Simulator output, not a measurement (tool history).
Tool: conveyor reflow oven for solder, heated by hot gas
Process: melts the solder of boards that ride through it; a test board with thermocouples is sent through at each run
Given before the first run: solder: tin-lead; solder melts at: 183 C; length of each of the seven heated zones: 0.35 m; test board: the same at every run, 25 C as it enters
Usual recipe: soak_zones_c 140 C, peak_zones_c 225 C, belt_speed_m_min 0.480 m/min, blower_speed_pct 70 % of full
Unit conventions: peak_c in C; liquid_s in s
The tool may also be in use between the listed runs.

run,hour,soak_zones_c,peak_zones_c,belt_speed_m_min,blower_speed_pct,peak_c,liquid_s
1,0.0,140,225,0.480,70,208.2,56.9
2,53.4,140,225,0.480,70,207.8,57.3
3,112.4,140,225,0.480,70,207.7,55.9
4,167.4,140,225,0.480,70,207.2,55.9
5,215.7,140,225,0.480,70,205.6,53.3
6,250.0,140,225,0.480,70,205.7,53.0
7,291.9,140,225,0.480,70,205.5,53.0
8,353.3,140,225,0.408,70,210.3,70.0
9,397.8,140,225,0.499,70,208.0,54.9
10,449.1,140,225,0.480,70,209.0,57.5
11,488.0,140,225,0.480,70,208.9,57.5
12,528.9,140,225,0.480,70,208.7,57.5
13,577.3,140,225,0.480,70,208.5,57.2
14,613.9,140,225,0.480,70,208.4,56.8
15,647.6,140,225,0.480,70,208.2,56.5
16,683.9,140,225,0.480,53,203.4,48.4
17,739.4,140,225,0.392,70,215.3,81.1
18,796.9,131,222,0.504,67,202.5,43.0
19,852.4,140,225,0.480,55,204.8,51.1
20,891.7,146,225,0.480,57,205.6,55.4
21,928.9,140,237,0.480,66,216.4,64.9
22,973.9,155,238,0.480,70,221.3,76.7
23,1029.9,140,222,0.480,70,204.6,51.8
24,1092.9,135,228,0.480,87,214.1,62.5
25,1128.3,140,225,0.404,87,216.4,80.4
26,1188.0,140,225,0.404,87,216.1,80.9
27,1229.0,135,225,0.480,62,204.8,50.3
28,1289.1,140,224,0.480,70,207.5,55.9
29,1343.4,140,224,0.480,58,203.8,49.9

Withheld: 6 entries from between the runs. Position of each, and hidden state at the listed run before versus the listed run after:
From run 4 to run 5: flux residue cleaned out of gas plates and filters (hour 185.8)
  heat that the gas passes to the board, % of a clean oven's: 92.5 -> 86.9; belt's true speed, % of the reading: 99.14 -> 99.12; true gas temperature in zones 6 and 7 over the reading, C: 0.11 -> 0.2
  measured result minus the result with no hidden state, peak_c: -1.5 -> -3.1 C; liquid_s: -1.9 -> -4.5 s
From run 7 to run 8: belt drive overhauled, speed set with a stopwatch (hour 346.6)
  heat that the gas passes to the board, % of a clean oven's: 85.3 -> 84.1; belt's true speed, % of the reading: 99.06 -> 99.9; true gas temperature in zones 6 and 7 over the reading, C: 0.38 -> 0.5
  measured result minus the result with no hidden state, peak_c: -3.3 -> -3.1 C; liquid_s: -4.9 -> -5.3 s
From run 8 to run 9: flux residue cleaned out of gas plates and filters, once more (hour 397.2)
  heat that the gas passes to the board, % of a clean oven's: 84.1 -> 100; belt's true speed, % of the reading: 99.9 -> 99.87; true gas temperature in zones 6 and 7 over the reading, C: 0.5 -> 0.58
  measured result minus the result with no hidden state, peak_c: -3.1 -> +0.5 C; liquid_s: -5.3 -> +0.7 s
From run 16 to run 17: flux residue cleaned out of gas plates and filters (hour 720.9)
  heat that the gas passes to the board, % of a clean oven's: 93.1 -> 98.9; belt's true speed, % of the reading: 99.67 -> 99.64; true gas temperature in zones 6 and 7 over the reading, C: 1.16 -> 1.25
  measured result minus the result with no hidden state, peak_c: -0.6 -> +1.1 C; liquid_s: -1.1 -> +1.3 s
From run 19 to run 20: thermocouples of zones 6 and 7 changed (hour 871.9)
  heat that the gas passes to the board, % of a clean oven's: 96.1 -> 95.2; belt's true speed, % of the reading: 99.55 -> 99.53; true gas temperature in zones 6 and 7 over the reading, C: 1.49 -> -0.09
  measured result minus the result with no hidden state, peak_c: +0.5 -> -0.9 C; liquid_s: +0.6 -> -1.3 s
From run 23 to run 24: flux residue cleaned out of gas plates and filters (hour 1044.1)
  heat that the gas passes to the board, % of a clean oven's: 91.9 -> 98.4; belt's true speed, % of the reading: 99.43 -> 99.39; true gas temperature in zones 6 and 7 over the reading, C: 0.2 -> 0.32
  measured result minus the result with no hidden state, peak_c: -1.6 -> +0.1 C; liquid_s: -2.6 -> +0.4 s
